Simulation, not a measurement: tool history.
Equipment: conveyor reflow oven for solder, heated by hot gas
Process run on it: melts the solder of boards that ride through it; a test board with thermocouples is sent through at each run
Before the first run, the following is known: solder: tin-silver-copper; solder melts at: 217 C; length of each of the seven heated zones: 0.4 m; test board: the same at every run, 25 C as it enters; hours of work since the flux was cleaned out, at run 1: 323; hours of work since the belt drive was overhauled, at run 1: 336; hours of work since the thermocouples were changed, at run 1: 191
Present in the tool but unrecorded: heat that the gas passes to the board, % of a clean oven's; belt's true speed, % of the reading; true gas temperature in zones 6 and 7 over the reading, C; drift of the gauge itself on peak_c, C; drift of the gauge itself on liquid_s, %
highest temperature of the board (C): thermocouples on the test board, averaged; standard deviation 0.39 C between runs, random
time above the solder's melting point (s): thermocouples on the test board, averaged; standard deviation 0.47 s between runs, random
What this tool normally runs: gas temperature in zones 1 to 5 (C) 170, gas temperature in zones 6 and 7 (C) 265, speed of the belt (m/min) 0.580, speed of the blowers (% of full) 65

run	hour	gas temperature in zones 1 to 5 (C)	gas temperature in zones 6 and 7 (C)	speed of the belt (m/min)	speed of the blowers (% of full)	hours of work since the flux was cleaned out	hours of work since the belt drive was overhauled	hours of work since the thermocouples were changed	highest temperature of the board (C)	time above the solder's melting point (s)
1	0.0	170	265	0.580	65	323	336	191	246.3	56.0
2	7.9	170	265	0.580	65	329	342	198	246.9	55.2
3	13.5	158	265	0.580	65	334	347	202	243.9	48.4
4	24.4	158	265	0.580	72	343	356	211	246.3	51.6
5	34.2	158	265	0.580	72	350	364	219	246.1	52.1
6	45.9	158	265	0.580	72	360	373	228	246.2	51.3
7	55.1	158	265	0.580	72	367	380	235	246.1	51.1
8	60.7	170	265	0.590	65	372	385	240	245.1	52.9
9	72.2	170	265	0.590	65	381	394	249	245.2	52.9
10	81.3	170	265	0.590	65	388	401	256	245.4	53.5
11	93.1	170	262	0.580	65	398	411	266	243.7	52.0
12	100.2	170	258	0.580	65	403	416	272	239.8	48.2
13	109.5	170	258	0.580	86	411	424	279	243.8	54.8
14	118.7	170	265	0.682	65	418	431	286	239.7	38.4
15	123.9	170	265	0.516	65	422	435	291	249.4	66.9
16	130.9	175	267	0.521	61	428	441	296	250.2	67.9
17	138.1	175	267	0.521	61	434	447	302	250.6	67.9

Expected results for the next run?
18	145.3	164	267	0.592	51	439	452	308	?	?

{"run 18": {"highest temperature of the board (C)": 239.3, "time above the solder's melting point (s)": 43.1}}
If the tool had no hidden condition, the same run with the same run-to-run variation would have returned highest temperature of the board (C) 243.5, time above the solder's melting point (s) 48.3.
